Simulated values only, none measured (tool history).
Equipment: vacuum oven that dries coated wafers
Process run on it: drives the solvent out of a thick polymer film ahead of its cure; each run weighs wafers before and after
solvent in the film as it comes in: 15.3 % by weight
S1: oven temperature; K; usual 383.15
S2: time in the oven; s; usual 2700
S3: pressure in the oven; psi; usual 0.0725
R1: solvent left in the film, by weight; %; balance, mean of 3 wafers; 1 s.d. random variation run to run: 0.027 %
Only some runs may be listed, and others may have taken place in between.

run	hour	S1	S2	S3	R1
1	0	383.15	2700	0.0725	1.03
2	84.5	383.15	2700	0.0725	1.01
3	144.7	383.15	2700	0.0725	1.08
4	206.2	383.15	2700	0.0725	1.11
5	252.3	383.15	2700	0.0725	1.1
6	315.3	383.15	2700	0.0725	1.11
7	393.7	383.15	2700	0.0725	1.18
8	477.2	383.15	2700	0.0725	1.16
9	517.4	383.15	2700	0.0725	1.17
10	556.6	383.15	2700	0.0725	1.15
11	626.1	383.15	2700	0.0725	1.23
12	669.9	383.15	2700	0.0725	1.22
13	739.2	383.15	2880	0.0725	1.12
14	819.3	383.15	3240	0.0725	0.97
15	864.4	383.15	2700	0.0725	1.19
# hour 884.6: vacuum gauge cleaned of residue and calibrated
16	940.6	383.15	2700	0.0725	0.91
17	1006.8	383.15	2700	0.0725	0.92
18	1062.9	383.15	2700	0.0725	0.89
19	1109.2	383.15	2700	0.0725	0.91
20	1148.2	383.15	2040	0.0725	1.6
21	1186.9	383.15	2040	0.0725	1.61
# hour 1197: oven's thermocouples calibrated
22	1258.1	383.15	2040	0.0725	1.61
23	1308.6	383.15	2700	0.0569	0.93
24	1383.1	383.15	2700	0.1585	1.3
25	1454.7	383.15	3420	0.282	1.38
26	1538.3	383.15	3420	0.282	1.42
27	1583.2	383.15	3420	0.282	1.48
28	1655.6	381.15	3240	0.282	1.82
29	1721.9	381.15	3240	0.282	1.83
30	1781.3	381.15	3240	0.282	1.82
31	1856.3	381.15	3240	0.282	1.83

Run 32 is up next; what results do you expect?
32	1930.2	389.15	1620	0.2239	?

R1: 1.74 %
Take away the tool's hidden state, keep the run-to-run variation as it was, and the same run would have given R1 1.49 %.
